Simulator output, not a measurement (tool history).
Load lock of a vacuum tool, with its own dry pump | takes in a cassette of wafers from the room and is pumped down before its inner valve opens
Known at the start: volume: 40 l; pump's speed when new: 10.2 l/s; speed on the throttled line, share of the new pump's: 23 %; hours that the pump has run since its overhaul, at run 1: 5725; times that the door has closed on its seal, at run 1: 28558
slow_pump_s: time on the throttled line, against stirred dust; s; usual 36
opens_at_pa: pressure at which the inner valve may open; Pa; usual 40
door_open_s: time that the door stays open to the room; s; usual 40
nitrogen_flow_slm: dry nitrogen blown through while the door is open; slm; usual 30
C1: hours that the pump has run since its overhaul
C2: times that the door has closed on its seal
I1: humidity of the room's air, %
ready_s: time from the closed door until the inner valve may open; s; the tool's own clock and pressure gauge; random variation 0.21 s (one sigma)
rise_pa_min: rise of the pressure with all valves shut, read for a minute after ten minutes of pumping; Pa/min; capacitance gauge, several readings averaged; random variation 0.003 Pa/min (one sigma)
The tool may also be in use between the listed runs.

run 1 hour=0.0 | slow_pump_s=36 opens_at_pa=40 door_open_s=40 nitrogen_flow_slm=30 | C1=5725 C2=28558 | I1=49.3 | ready_s=61.0 rise_pa_min=0.110
run 2 hour=554.3 | slow_pump_s=36 opens_at_pa=40 door_open_s=40 nitrogen_flow_slm=21 | C1=6279 C2=30071 | I1=45.5 | ready_s=60.9 rise_pa_min=0.119
run 3 hour=1070.3 | slow_pump_s=36 opens_at_pa=40 door_open_s=40 nitrogen_flow_slm=21 | C1=6795 C2=31480 | I1=47.5 | ready_s=61.3 rise_pa_min=0.122
run 4 hour=1355.1 | slow_pump_s=36 opens_at_pa=40 door_open_s=40 nitrogen_flow_slm=21 | C1=7080 C2=32258 | I1=38.9 | ready_s=61.4 rise_pa_min=0.124
run 5 hour=1782.9 | slow_pump_s=36 opens_at_pa=40 door_open_s=40 nitrogen_flow_slm=21 | C1=7507 C2=33426 | I1=44.6 | ready_s=61.7 rise_pa_min=0.134
run 6 hour=2057.0 | slow_pump_s=36 opens_at_pa=40 door_open_s=40 nitrogen_flow_slm=30 | C1=7782 C2=34174 | I1=46.0 | ready_s=61.9 rise_pa_min=0.134
run 7 hour=2523.4 | slow_pump_s=36 opens_at_pa=40 door_open_s=40 nitrogen_flow_slm=27 | C1=8248 C2=35448 | I1=43.7 | ready_s=62.1 rise_pa_min=0.136
run 8 hour=2974.1 | slow_pump_s=36 opens_at_pa=40 door_open_s=40 nitrogen_flow_slm=27 | C1=8699 C2=36678 | I1=47.8 | ready_s=61.8 rise_pa_min=0.149
run 9 hour=3276.5 | slow_pump_s=36 opens_at_pa=40 door_open_s=40 nitrogen_flow_slm=27 | C1=9001 C2=37504 | I1=44.6 | ready_s=62.5 rise_pa_min=0.152
run 10 hour=3727.5 | slow_pump_s=36 opens_at_pa=40 door_open_s=40 nitrogen_flow_slm=27 | C1=9452 C2=38735 | I1=46.5 | ready_s=63.0 rise_pa_min=0.154
run 11 hour=4225.7 | slow_pump_s=36 opens_at_pa=40 door_open_s=40 nitrogen_flow_slm=27 | C1=9950 C2=40096 | I1=46.5 | ready_s=62.8 rise_pa_min=0.159
run 12 hour=4681.7 | slow_pump_s=36 opens_at_pa=65 door_open_s=40 nitrogen_flow_slm=27 | C1=10406 C2=41341 | I1=45.7 | ready_s=60.6 rise_pa_min=0.164
run 13 hour=4949.3 | slow_pump_s=36 opens_at_pa=65 door_open_s=40 nitrogen_flow_slm=27 | C1=10674 C2=42071 | I1=47.4 | ready_s=60.7 rise_pa_min=0.170
run 14 hour=5258.7 | slow_pump_s=36 opens_at_pa=40 door_open_s=41 nitrogen_flow_slm=30 | C1=10983 C2=42916 | I1=45.7 | ready_s=63.5 rise_pa_min=0.176
-- hour=5467.9 dry pump taken out, an overhauled one fitted
run 15 hour=5798.3 | slow_pump_s=36 opens_at_pa=47 door_open_s=40 nitrogen_flow_slm=30 | C1=330 C2=44373 | I1=45.0 | ready_s=57.9 rise_pa_min=0.181
run 16 hour=6302.2 | slow_pump_s=36 opens_at_pa=47 door_open_s=40 nitrogen_flow_slm=30 | C1=834 C2=45749 | I1=45.4 | ready_s=58.1 rise_pa_min=0.197
run 17 hour=6596.5 | slow_pump_s=36 opens_at_pa=47 door_open_s=40 nitrogen_flow_slm=30 | C1=1129 C2=46552 | I1=44.6 | ready_s=58.1 rise_pa_min=0.196
run 18 hour=7100.8 | slow_pump_s=32 opens_at_pa=40 door_open_s=40 nitrogen_flow_slm=14 | C1=1633 C2=47929 | I1=45.9 | ready_s=55.9 rise_pa_min=0.214
run 19 hour=7638.5 | slow_pump_s=40 opens_at_pa=40 door_open_s=55 nitrogen_flow_slm=14 | C1=2171 C2=49398 | I1=45.1 | ready_s=62.1 rise_pa_min=0.223
run 20 hour=8198.9 | slow_pump_s=40 opens_at_pa=40 door_open_s=55 nitrogen_flow_slm=14 | C1=2731 C2=50928 | I1=42.8 | ready_s=61.9 rise_pa_min=0.235
run 21 hour=8612.5 | slow_pump_s=21 opens_at_pa=39 door_open_s=138 nitrogen_flow_slm=29 | C1=3145 C2=52057 | I1=43.5 | ready_s=48.1 rise_pa_min=0.238
run 22 hour=9100.8 | slow_pump_s=57 opens_at_pa=40 door_open_s=40 nitrogen_flow_slm=17 | C1=3633 C2=53390 | I1=44.2 | ready_s=75.6 rise_pa_min=0.240
run 23 hour=9562.1 | slow_pump_s=24 opens_at_pa=36 door_open_s=28 nitrogen_flow_slm=8 | C1=4094 C2=54650 | I1=43.4 | ready_s=51.1 rise_pa_min=0.255
run 24 hour=9883.8 | slow_pump_s=24 opens_at_pa=68 door_open_s=62 nitrogen_flow_slm=8 | C1=4416 C2=55528 | I1=44.4 | ready_s=48.4 rise_pa_min=0.260
run 25 hour=10429.7 | slow_pump_s=56 opens_at_pa=40 door_open_s=183 nitrogen_flow_slm=11 | C1=4962 C2=57019 | I1=44.1 | ready_s=75.0 rise_pa_min=0.294
run 26 hour=10673.0 | slow_pump_s=36 opens_at_pa=60 door_open_s=40 nitrogen_flow_slm=13 | C1=5205 C2=57683 | I1=46.6 | ready_s=58.5 rise_pa_min=0.266
run 27 hour=10990.7 | slow_pump_s=36 opens_at_pa=40 door_open_s=40 nitrogen_flow_slm=5 | C1=5523 C2=58551 | I1=41.3 | ready_s=60.2 rise_pa_min=0.279
run 28 hour=11249.1 | slow_pump_s=32 opens_at_pa=73 door_open_s=165 nitrogen_flow_slm=11 | C1=5781 C2=59256 | I1=45.1 | ready_s=54.8 rise_pa_min=0.309
run 29 hour=11700.1 | slow_pump_s=32 opens_at_pa=73 door_open_s=28 nitrogen_flow_slm=39 | C1=6232 C2=60487 | I1=45.1 | ready_s=55.2 rise_pa_min=0.274
run 30 hour=12024.7 | slow_pump_s=54 opens_at_pa=72 door_open_s=121 nitrogen_flow_slm=30 | C1=6557 C2=61374 | I1=46.3 | ready_s=71.7 rise_pa_min=0.297
run 31 hour=12336.0 | slow_pump_s=54 opens_at_pa=72 door_open_s=121 nitrogen_flow_slm=30 | C1=6868 C2=62224 | I1=48.4 | ready_s=71.6 rise_pa_min=0.303
run 32 hour=12734.5 | slow_pump_s=54 opens_at_pa=72 door_open_s=121 nitrogen_flow_slm=30 | C1=7267 C2=63312 | I1=43.2 | ready_s=71.6 rise_pa_min=0.312
run 33 hour=13291.3 | slow_pump_s=41 opens_at_pa=40 door_open_s=41 nitrogen_flow_slm=11 | C1=7823 C2=64832 | I1=45.1 | ready_s=64.3 rise_pa_min=0.319
run 34 hour=13562.2 | slow_pump_s=59 opens_at_pa=40 door_open_s=41 nitrogen_flow_slm=7 | C1=8094 C2=65572 | I1=45.5 | ready_s=78.0 rise_pa_min=0.328

4 ways to go on from here, each from the tool as it stands after run 34. What would each give?
run A hour=14066.8 | slow_pump_s=27 opens_at_pa=65 door_open_s=37 nitrogen_flow_slm=7 | C1=8599 C2=66949 | I1=46.7 | ready_s=? rise_pa_min=?
run B hour=14066.8 | slow_pump_s=36 opens_at_pa=40 door_open_s=71 nitrogen_flow_slm=30 | C1=8599 C2=66949 | I1=45.3 | ready_s=? rise_pa_min=?
run C hour=14066.8 | slow_pump_s=65 opens_at_pa=40 door_open_s=146 nitrogen_flow_slm=22 | C1=8599 C2=66949 | I1=45.8 | ready_s=? rise_pa_min=?
run D hour=14066.8 | slow_pump_s=58 opens_at_pa=79 door_open_s=41 nitrogen_flow_slm=7 | C1=8599 C2=66949 | I1=44.5 | ready_s=? rise_pa_min=?

run=A ready_s=52.6 rise_pa_min=0.341
run=B ready_s=61.3 rise_pa_min=0.330
run=C ready_s=82.7 rise_pa_min=0.345
run=D ready_s=74.9 rise_pa_min=0.338
Without the tool's hidden state the same runs would have given:
run=A ready_s=49.6 rise_pa_min=0.040
run=B ready_s=58.3 rise_pa_min=0.032
run=C ready_s=80.6 rise_pa_min=0.044
run=D ready_s=73.0 rise_pa_min=0.035
